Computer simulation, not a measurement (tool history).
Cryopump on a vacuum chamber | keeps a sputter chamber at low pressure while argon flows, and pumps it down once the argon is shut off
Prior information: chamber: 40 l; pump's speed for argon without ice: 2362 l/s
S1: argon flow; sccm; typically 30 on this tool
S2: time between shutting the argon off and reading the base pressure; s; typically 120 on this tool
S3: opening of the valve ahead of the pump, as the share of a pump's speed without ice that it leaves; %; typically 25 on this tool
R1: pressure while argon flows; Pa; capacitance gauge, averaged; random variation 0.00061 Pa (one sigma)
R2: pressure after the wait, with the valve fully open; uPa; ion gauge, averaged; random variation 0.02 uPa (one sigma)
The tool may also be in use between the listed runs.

run 1 day=0 | S1=30 S2=120 S3=25 | R1=0.0863 R2=0.74
run 2 day=1.221 | S1=30 S2=120 S3=40 | R1=0.0541 R2=0.73
run 3 day=3.304 | S1=30 S2=120 S3=40 | R1=0.0554 R2=0.76
run 4 day=4.746 | S1=30 S2=120 S3=40 | R1=0.0548 R2=0.75
run 5 day=5.646 | S1=30 S2=120 S3=40 | R1=0.0552 R2=0.74
run 6 day=7.429 | S1=30 S2=120 S3=50 | R1=0.0455 R2=0.84
run 7 day=9.471 | S1=30 S2=120 S3=25 | R1=0.0877 R2=0.84
run 8 day=11.083 | S1=30 S2=120 S3=25 | R1=0.0877 R2=0.84
run 9 day=12.692 | S1=30 S2=120 S3=25 | R1=0.0887 R2=0.8
run 10 day=13.892 | S1=30 S2=120 S3=36 | R1=0.0619 R2=0.86
run 11 day=15.554 | S1=30 S2=120 S3=36 | R1=0.0624 R2=0.88
run 12 day=16.421 | S1=30 S2=120 S3=36 | R1=0.0622 R2=0.89
run 13 day=17.567 | S1=30 S2=120 S3=36 | R1=0.0619 R2=0.88
run 14 day=19.45 | S1=30 S2=120 S3=25 | R1=0.0893 R2=0.9
-- day=19.683 leaking fittings of the chamber tightened, without venting
run 15 day=21.104 | S1=30 S2=37 S3=25 | R1=0.0895 R2=0.73
run 16 day=22.004 | S1=30 S2=37 S3=25 | R1=0.09 R2=0.74
run 17 day=23.45 | S1=30 S2=37 S3=25 | R1=0.0904 R2=0.74
run 18 day=24.783 | S1=35 S2=120 S3=25 | R1=0.104 R2=0.39
run 19 day=26.292 | S1=43 S2=120 S3=25 | R1=0.1307 R2=0.4
run 20 day=28.192 | S1=14 S2=156 S3=44 | R1=0.0266 R2=0.39
run 21 day=29.375 | S1=14 S2=156 S3=44 | R1=0.0243 R2=0.39
run 22 day=31.05 | S1=32 S2=82 S3=44 | R1=0.059 R2=0.54
run 23 day=31.979 | S1=38 S2=82 S3=34 | R1=0.0876 R2=0.55
run 24 day=33.425 | S1=21 S2=167 S3=21 | R1=0.076 R2=0.49
run 25 day=34.975 | S1=21 S2=167 S3=43 | R1=0.0399 R2=0.47
run 26 day=36.596 | S1=17 S2=167 S3=44 | R1=0.0313 R2=0.46
run 27 day=38.275 | S1=39 S2=167 S3=44 | R1=0.0732 R2=0.52
run 28 day=39.558 | S1=39 S2=298 S3=54 | R1=0.0616 R2=0.41
-- day=40.983 pump warmed up, emptied and cooled again
run 29 day=40.983 | S1=39 S2=139 S3=17 | R1=0.1656 R2=0.45
run 30 day=42.296 | S1=39 S2=52 S3=23 | R1=0.1222 R2=0.69
run 31 day=44.262 | S1=39 S2=120 S3=24 | R1=0.1169 R2=0.48
run 32 day=45.129 | S1=39 S2=120 S3=24 | R1=0.1178 R2=0.52
run 33 day=46.121 | S1=12 S2=21 S3=25 | R1=0.0347 R2=1.31

Some steps in R1 between neighbouring runs. How much of each would the tool show without its hidden state too (settings, what came in, random variation), and how much is left for the hidden state, with any gauge scatter that isn't in both results?
Hidden state at play: pump's speed, % of a pump's without ice; cold plate's temperature, K; leak into the chamber, uPa l/s; drift of the gauge itself on working_pa, %; drift of the gauge itself on base_upa, %.
Run 19 -> 20: S1 43 -> 14, S2 120 -> 156, S3 25 -> 44. R1 -0.1041 Pa: hidden state -0.0047, all else -0.0994.
Run 26 -> 27: S1 17 -> 39. R1 +0.0419 Pa: hidden state +0.0058, all else +0.0361.
Run 28 -> 29: S2 298 -> 139, S3 54 -> 17, pump warmed up, emptied and cooled again. R1 +0.104 Pa: hidden state -0.0099, all else +0.1139.
Run 32 -> 33: S1 39 -> 12, S2 120 -> 21, S3 24 -> 25. R1 -0.0831 Pa: hidden state -0.0008, all else -0.0823.
